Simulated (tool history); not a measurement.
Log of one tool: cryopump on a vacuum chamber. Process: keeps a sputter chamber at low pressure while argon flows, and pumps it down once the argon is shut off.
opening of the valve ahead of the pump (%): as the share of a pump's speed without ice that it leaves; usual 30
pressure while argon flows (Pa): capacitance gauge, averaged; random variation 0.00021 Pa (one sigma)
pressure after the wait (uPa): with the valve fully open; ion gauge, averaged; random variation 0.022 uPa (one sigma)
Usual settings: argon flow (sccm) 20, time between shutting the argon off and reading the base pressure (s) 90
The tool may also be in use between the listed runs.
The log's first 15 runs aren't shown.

run   hour  argon flow (sccm)  time between shutting the argon off and reading the base pressure (s)  opening of the valve ahead of the pump (%)  pressure while argon flows (Pa)  pressure after the wait (uPa)
 16  218.7                 20                                                                     90                                          51                           0.0301                           1.32
 17  239.2                 20                                                                     90                                          30                           0.0513                           1.36
 18  249.9                 20                                                                     90                                          25                           0.0611                           1.37
 19    270                 32                                                                     90                                          21                           0.1165                           1.35
 20  291.4                 38                                                                     65                                          17                           0.1701                           1.54
 21  312.5                 14                                                                     90                                          30                            0.036                           1.34
 22  323.8                  8                                                                    193                                          30                           0.0206                           1.11
 23  337.7                  8                                                                    193                                          30                           0.0204                           1.17
 24  346.8                 20                                                                    144                                          30                           0.0514                           1.21
 25  362.3                 23                                                                     85                                          35                           0.0508                           1.46
 26  376.2                 23                                                                     85                                          35                           0.0511                           1.43
 27  397.1                 23                                                                     85                                          35                           0.0512                           1.44
 28  413.4                 23                                                                     85                                          35                           0.0511                           1.38

Run 29 comes next. What will it give?
 29  423.1                 23                                                                    269                                          24                                ?                              ?

pressure while argon flows (Pa): 0.0739
pressure after the wait (uPa): 1.1
Without the tool's hidden state the same run would have given pressure while argon flows (Pa) 0.0722, pressure after the wait (uPa) 0.32.
